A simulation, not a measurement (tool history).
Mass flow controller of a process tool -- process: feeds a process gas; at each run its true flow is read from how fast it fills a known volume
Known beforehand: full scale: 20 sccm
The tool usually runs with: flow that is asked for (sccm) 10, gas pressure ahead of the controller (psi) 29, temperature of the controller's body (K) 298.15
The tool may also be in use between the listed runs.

| run | hour | flow that is asked for (sccm) | gas pressure ahead of the controller (psi) | temperature of the controller's body (K) | true flow (%) |
|---|---|---|---|---|---|
| 1 | 0 | 10 | 29 | 298.15 | 98.52 |
| 2 | 271.1 | 10 | 29 | 298.15 | 98.41 |
| 3 | 694.3 | 10 | 29 | 298.15 | 98.42 |
| 4 | 1007.6 | 10 | 29 | 298.15 | 98.31 |
| 5 | 1541.5 | 10 | 29 | 298.15 | 98.14 |
| 6 | 1917.9 | 10 | 29 | 298.15 | 98.06 |
| 7 | 2152.6 | 10 | 29 | 298.15 | 98.11 |
| 8 | 2507.3 | 10 | 29 | 298.15 | 97.99 |
| 9 | 2842.1 | 10 | 29 | 298.15 | 97.71 |
| 10 | 3278.8 | 10 | 29 | 298.15 | 97.73 |
| 11 | 3821.9 | 10 | 29 | 298.15 | 97.59 |
| 12 | 4341.5 | 10 | 29 | 298.15 | 97.52 |
| 13 | 4579.6 | 10 | 29 | 298.15 | 97.55 |
| 14 | 5071.3 | 10 | 33.4 | 298.15 | 97.11 |
|  | 5118.9 | controller's zero set anew |
| 15 | 5477.6 | 10 | 33.4 | 298.15 | 97.29 |
| 16 | 5857.3 | 10 | 33.4 | 298.15 | 97.13 |
| 17 | 6293.6 | 10 | 29 | 298.15 | 97.16 |
| 18 | 6747.2 | 10 | 29 | 298.15 | 97.05 |
| 19 | 6978 | 10 | 40.5 | 298.15 | 96.51 |
| 20 | 7280.6 | 10 | 40.5 | 298.15 | 96.43 |
|  | 7397.4 | controller's zero set anew, once more |
| 21 | 7518.8 | 10 | 40.5 | 298.15 | 95.31 |
| 22 | 7756.8 | 10 | 40.5 | 298.15 | 95.17 |
| 23 | 8061.8 | 10 | 25.4 | 298.15 | 95.99 |
| 24 | 8585.4 | 6 | 33.8 | 311.15 | 96.21 |
|  | 8708.4 | controller exchanged for a calibrated one |
| 25 | 9070.4 | 6 | 35.7 | 303.15 | 99.08 |
| 26 | 9293 | 4 | 34.7 | 303.15 | 98.85 |
| 27 | 9670.5 | 4 | 34.1 | 303.15 | 98.86 |
| 28 | 9969.5 | 10 | 24.8 | 298.15 | 99.17 |
| 29 | 10352.5 | 15 | 23.9 | 299.15 | 99.68 |
| 30 | 10707.9 | 16 | 32.1 | 306.15 | 99.79 |
| 31 | 10980.7 | 4 | 39.6 | 302.15 | 98.38 |
| 32 | 11278.5 | 18 | 23.6 | 294.15 | 99.04 |
| 33 | 11593.8 | 10 | 25.5 | 301.15 | 98.96 |
| 34 | 11844 | 17 | 29 | 306.15 | 99.71 |
| 35 | 12174.6 | 17 | 29 | 306.15 | 99.7 |
| 36 | 12477.1 | 17 | 29 | 306.15 | 99.4 |
| 37 | 12986.4 | 17 | 29 | 306.15 | 99.3 |

What does the tool deliver on the next run?
| 38 | 13420.6 | 17 | 29 | 306.15 | ? |

true flow (%): 99.07
If the tool had no hidden condition, the same run with the same run-to-run variation would have returned true flow (%) 100.32.
